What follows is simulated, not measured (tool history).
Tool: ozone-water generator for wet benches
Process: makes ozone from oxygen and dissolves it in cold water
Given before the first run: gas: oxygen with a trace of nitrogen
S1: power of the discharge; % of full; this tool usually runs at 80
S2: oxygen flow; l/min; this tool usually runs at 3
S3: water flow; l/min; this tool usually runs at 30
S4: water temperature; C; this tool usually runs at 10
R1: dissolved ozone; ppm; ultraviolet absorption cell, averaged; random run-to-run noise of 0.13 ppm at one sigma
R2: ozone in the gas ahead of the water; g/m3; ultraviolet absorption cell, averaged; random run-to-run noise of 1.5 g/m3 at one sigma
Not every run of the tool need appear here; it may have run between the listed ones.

{"run": 1, "hour": 0.0, "S1": 80, "S2": 3, "S3": 30, "S4": 10, "R1": 12.7, "R2": 268.8}
{"run": 2, "hour": 61.8, "S1": 80, "S2": 3, "S3": 30, "S4": 10, "R1": 12.6, "R2": 267}
{"run": 3, "hour": 133.0, "S1": 80, "S2": 3, "S3": 30, "S4": 10, "R1": 12.3, "R2": 266.7}
{"run": 4, "hour": 205.9, "S1": 45, "S2": 3, "S3": 30, "S4": 10, "R1": 8.4, "R2": 178.8}
{"run": 5, "hour": 282.1, "S1": 45, "S2": 3, "S3": 30, "S4": 10, "R1": 8.5, "R2": 177.3}
{"run": 6, "hour": 340.6, "S1": 45, "S2": 3, "S3": 30, "S4": 10, "R1": 8.1, "R2": 179.8}
{"run": 7, "hour": 402.9, "S1": 45, "S2": 3, "S3": 30, "S4": 10, "R1": 8.3, "R2": 179.6}
{"run": 8, "hour": 469.0, "S1": 45, "S2": 3, "S3": 30, "S4": 10, "R1": 8.4, "R2": 177.5}
{"run": 9, "hour": 520.3, "S1": 45, "S2": 3, "S3": 30, "S4": 10, "R1": 8.3, "R2": 179.6}
{"hour": 528.2, "done": "contactor cleaned"}
{"run": 10, "hour": 556.5, "S1": 80, "S2": 3, "S3": 30, "S4": 10, "R1": 12.2, "R2": 267.1}
{"run": 11, "hour": 633.3, "S1": 80, "S2": 3, "S3": 30, "S4": 10, "R1": 11.7, "R2": 268.3}
{"run": 12, "hour": 680.9, "S1": 89, "S2": 5.17, "S3": 19, "S4": 5, "R1": 26, "R2": 242.7}
{"run": 13, "hour": 716.2, "S1": 89, "S2": 5.17, "S3": 19, "S4": 5, "R1": 25.9, "R2": 243.2}
{"run": 14, "hour": 785.6, "S1": 64, "S2": 3, "S3": 23, "S4": 10, "R1": 13.5, "R2": 227}
{"run": 15, "hour": 818.5, "S1": 72, "S2": 4.99, "S3": 30, "S4": 12, "R1": 13.3, "R2": 208.6}
{"run": 16, "hour": 854.8, "S1": 80, "S2": 3, "S3": 34, "S4": 11, "R1": 10.2, "R2": 267.1}
{"run": 17, "hour": 911.5, "S1": 74, "S2": 3, "S3": 30, "S4": 10, "R1": 11.2, "R2": 250.5}
{"hour": 951.2, "done": "contactor cleaned, once more"}
{"run": 18, "hour": 979.0, "S1": 81, "S2": 2.58, "S3": 47, "S4": 6, "R1": 7.8, "R2": 280.3}
{"run": 19, "hour": 1036.5, "S1": 79, "S2": 2.58, "S3": 25, "S4": 15, "R1": 14.3, "R2": 276.6}
{"run": 20, "hour": 1076.2, "S1": 79, "S2": 2.58, "S3": 25, "S4": 15, "R1": 14.2, "R2": 279.5}

What if the next run were any one of these 4? Each begins from the tool's condition after run 20:
{"run": "A", "hour": 1120.0, "S1": 80, "S2": 3, "S3": 26, "S4": 10, "R1": "?", "R2": "?"}
{"run": "B", "hour": 1120.0, "S1": 44, "S2": 1.89, "S3": 25, "S4": 15, "R1": "?", "R2": "?"}
{"run": "C", "hour": 1120.0, "S1": 80, "S2": 1.65, "S3": 24, "S4": 16, "R1": "?", "R2": "?"}
{"run": "D", "hour": 1120.0, "S1": 70, "S2": 2.58, "S3": 33, "S4": 8, "R1": "?", "R2": "?"}

run=A R1=15.4 R2=267.4
run=B R1=8.2 R2=201.3
run=C R1=12.1 R2=322.1
run=D R1=10.4 R2=255.3
Stripped of hidden state, with their random variation kept, the same runs would have yielded:
run=A R1=16 R2=274.2
run=B R1=8.4 R2=204.4
run=C R1=12.6 R2=330.3
run=D R1=10.8 R2=261.3
